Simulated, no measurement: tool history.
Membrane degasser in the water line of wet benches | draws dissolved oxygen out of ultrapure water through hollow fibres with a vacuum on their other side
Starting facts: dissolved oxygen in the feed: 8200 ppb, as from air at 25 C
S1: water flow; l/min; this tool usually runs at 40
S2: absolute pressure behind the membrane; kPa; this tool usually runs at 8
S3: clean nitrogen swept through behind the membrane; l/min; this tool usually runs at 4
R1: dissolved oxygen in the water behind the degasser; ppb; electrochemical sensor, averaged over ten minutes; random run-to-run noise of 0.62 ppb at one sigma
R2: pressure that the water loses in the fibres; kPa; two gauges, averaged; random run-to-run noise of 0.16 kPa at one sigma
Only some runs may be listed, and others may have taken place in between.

run,hour,S1,S2,S3,R1,R2
1,0,40,8,4,124.2,32.49
2,69.7,40,8,4,123.7,32.28
3,160.2,40,6.55,4,88.7,32.26
4,258.5,29,8,4,89.5,23.58
5,322.3,29,8,4,90.4,23.43
6,431.1,53,8,4,165.2,42.81
7,495.4,38,8,4,118.2,30.64
8,546.5,50,8,4,154.1,40.8
9,600.3,40,8,4.75,106.8,32.52
10,688.6,40,8,4.75,108,32.47
11,760.7,40,8,4,125.7,32.67
12,807.7,40,8,4,125,32.42
13,916.3,40,8,4,124.8,32.17
14,1001.5,40,8,4,124.9,32.38
15,1066.4,40,19.63,4,390.6,32.55
16,1174.8,34,4.86,3.16,55.1,27.94
# hour 1181.1: vacuum gauge calibrated
17,1266.9,31,8.69,3.01,149.1,25.1
18,1331.9,31,8.69,3.01,150.2,25.57
19,1396.4,26,10.8,3.1,165.4,21.16
20,1460.1,26,10.8,3.1,166,21.33
21,1521.6,57,8,4,187.5,46.47
# hour 1563.4: vacuum gauge calibrated, once more
22,1591.9,32,14.09,3.73,224.1,26.21
23,1684.4,32,14.09,3.73,222.8,26.17
24,1729.3,26,6.69,4,56.5,21.43
25,1821.8,25,8,3.23,91.1,20.64
26,1889.1,26,8.03,4,78.1,21.36
27,1981.4,26,8.03,4,79.1,21.42
28,2060.7,33,18.83,3.76,321.4,27.5
29,2141.3,28,18.83,3.76,277.3,23.11

Branching from run 29: 4 alternative next runs. What would each branch give?
A,2230.5,27,8,4,?,?
B,2230.5,55,5.92,3.28,?,?
C,2230.5,28,17.53,3.76,?,?
D,2230.5,28,7.46,1.75,?,?

run,R1,R2
A,82.1,22.19
B,116,45.19
C,253.8,23.22
D,158.2,23.13
The same runs, with their run-to-run variation unchanged, on a tool lacking any hidden condition would have given:
run,R1,R2
A,79.7,21.44
B,111.2,43.66
C,249.1,22.44
D,154.4,22.35
